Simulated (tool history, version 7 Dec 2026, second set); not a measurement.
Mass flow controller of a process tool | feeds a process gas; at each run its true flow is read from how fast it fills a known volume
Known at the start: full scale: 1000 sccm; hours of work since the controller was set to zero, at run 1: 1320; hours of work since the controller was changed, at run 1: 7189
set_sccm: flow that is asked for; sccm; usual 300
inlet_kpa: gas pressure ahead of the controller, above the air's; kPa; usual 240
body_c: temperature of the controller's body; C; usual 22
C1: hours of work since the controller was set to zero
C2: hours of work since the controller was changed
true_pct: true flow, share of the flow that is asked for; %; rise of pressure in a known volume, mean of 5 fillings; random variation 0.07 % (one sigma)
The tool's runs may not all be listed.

run 1 hour=0.0 | set_sccm=300 inlet_kpa=240 body_c=22 | C1=1320 C2=7189 | true_pct=99.16
run 2 hour=253.8 | set_sccm=300 inlet_kpa=240 body_c=22 | C1=1499 C2=7368 | true_pct=99.24
run 3 hour=451.5 | set_sccm=300 inlet_kpa=240 body_c=22 | C1=1639 C2=7507 | true_pct=99.46
run 4 hour=613.0 | set_sccm=300 inlet_kpa=240 body_c=22 | C1=1752 C2=7621 | true_pct=99.50
run 5 hour=743.1 | set_sccm=176 inlet_kpa=240 body_c=22 | C1=1844 C2=7713 | true_pct=99.28
run 6 hour=971.4 | set_sccm=176 inlet_kpa=240 body_c=22 | C1=2005 C2=7874 | true_pct=99.42
run 7 hour=1203.2 | set_sccm=176 inlet_kpa=240 body_c=22 | C1=2168 C2=8037 | true_pct=99.44
run 8 hour=1341.1 | set_sccm=176 inlet_kpa=240 body_c=23 | C1=2266 C2=8134 | true_pct=99.66
run 9 hour=1563.3 | set_sccm=282 inlet_kpa=222 body_c=22 | C1=2422 C2=8291 | true_pct=99.63
run 10 hour=1676.4 | set_sccm=300 inlet_kpa=163 body_c=38 | C1=2502 C2=8371 | true_pct=100.92
run 11 hour=1836.2 | set_sccm=300 inlet_kpa=163 body_c=38 | C1=2614 C2=8483 | true_pct=101.00
run 12 hour=1999.3 | set_sccm=160 inlet_kpa=240 body_c=25 | C1=2729 C2=8598 | true_pct=100.01
run 13 hour=2148.6 | set_sccm=855 inlet_kpa=216 body_c=24 | C1=2835 C2=8703 | true_pct=100.47
run 14 hour=2388.9 | set_sccm=384 inlet_kpa=279 body_c=24 | C1=3004 C2=8873 | true_pct=100.51
run 15 hour=2612.4 | set_sccm=384 inlet_kpa=171 body_c=24 | C1=3161 C2=9030 | true_pct=100.07

Forecast each of these 4 alternatives for the next run:
run A hour=2788.7 | set_sccm=334 inlet_kpa=274 body_c=31 | C1=3286 C2=9155 | true_pct=?
run B hour=2788.7 | set_sccm=112 inlet_kpa=182 body_c=37 | C1=3286 C2=9155 | true_pct=?
run C hour=2788.7 | set_sccm=300 inlet_kpa=184 body_c=22 | C1=3286 C2=9155 | true_pct=?
run D hour=2788.7 | set_sccm=300 inlet_kpa=157 body_c=22 | C1=3286 C2=9155 | true_pct=?

run=A true_pct=101.14
run=B true_pct=101.05
run=C true_pct=99.96
run=D true_pct=99.65
Without the tool's hidden state the same runs would have given:
run=A true_pct=100.21
run=B true_pct=100.14
run=C true_pct=99.04
run=D true_pct=98.74

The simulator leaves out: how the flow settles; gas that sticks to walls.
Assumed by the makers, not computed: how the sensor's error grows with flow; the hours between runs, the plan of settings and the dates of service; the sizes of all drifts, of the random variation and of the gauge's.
